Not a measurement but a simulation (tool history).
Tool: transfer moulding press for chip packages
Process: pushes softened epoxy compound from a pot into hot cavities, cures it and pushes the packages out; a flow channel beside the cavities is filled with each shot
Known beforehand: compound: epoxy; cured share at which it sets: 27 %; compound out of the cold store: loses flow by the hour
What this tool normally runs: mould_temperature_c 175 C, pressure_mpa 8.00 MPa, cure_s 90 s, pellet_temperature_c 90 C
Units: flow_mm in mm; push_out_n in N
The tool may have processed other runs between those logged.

| run | hour | mould_temperature_c | pressure_mpa | cure_s | pellet_temperature_c | incoming compound's hours out of the cold store | flow_mm | push_out_n |
|---|---|---|---|---|---|---|---|---|
| 1 | 0.0 | 175 | 8.00 | 90 | 90 | 18.5 | 571 | 240 |
| 2 | 48.6 | 175 | 8.00 | 90 | 90 | 37.5 | 536 | 296 |
|  | 75.2 | cavities cleaned with cleaning compound and waxed |
| 3 | 105.3 | 175 | 8.00 | 90 | 90 | 25.1 | 551 | 244 |
|  | 150.3 | mould's thermocouples calibrated |
| 4 | 158.9 | 175 | 8.00 | 90 | 90 | 19.0 | 574 | 343 |
|  | 170.7 | cavities cleaned with cleaning compound and waxed |
| 5 | 200.0 | 175 | 8.00 | 90 | 90 | 15.9 | 580 | 270 |
| 6 | 248.9 | 175 | 8.00 | 90 | 90 | 34.8 | 523 | 333 |
|  | 262.2 | cavities cleaned with cleaning compound and waxed |
| 7 | 298.4 | 175 | 8.00 | 90 | 90 | 37.2 | 516 | 272 |
| 8 | 333.2 | 175 | 8.00 | 90 | 90 | 47.1 | 495 | 317 |
|  | 341.3 | plunger's sealing rings changed |
|  | 356.9 | cavities cleaned with cleaning compound and waxed |
| 9 | 372.6 | 175 | 8.00 | 90 | 90 | 28.1 | 585 | 233 |
| 10 | 434.9 | 175 | 8.00 | 90 | 90 | 27.6 | 573 | 328 |
|  | 450.6 | cavities cleaned with cleaning compound and waxed |
| 11 | 492.9 | 175 | 8.00 | 100 | 90 | 8.3 | 624 | 269 |
|  | 542.9 | cavities cleaned with cleaning compound and waxed |
| 12 | 551.8 | 175 | 8.00 | 100 | 90 | 14.9 | 603 | 195 |
| 13 | 610.9 | 175 | 8.00 | 90 | 90 | 17.8 | 593 | 327 |
|  | 636.8 | cavities cleaned with cleaning compound and waxed |
| 14 | 658.3 | 172 | 8.42 | 95 | 93 | 44.7 | 545 | 249 |
| 15 | 683.3 | 175 | 8.00 | 80 | 84 | 25.0 | 567 | 361 |
| 16 | 718.7 | 172 | 7.31 | 73 | 85 | 9.1 | 595 | 654 |
|  | 730.6 | cavities cleaned with cleaning compound and waxed |
| 17 | 754.7 | 178 | 8.00 | 121 | 90 | 31.4 | 543 | 213 |

Run 18 comes next. What will it give?
| 18 | 812.1 | 175 | 8.00 | 90 | 93 | 15.1 | ? | ? |

{"run 18": {"flow_mm": 582, "push_out_n": 338}}
If the tool had no hidden condition, the same run with the same run-to-run variation would have returned flow_mm 615 mm, push_out_n 189 N.
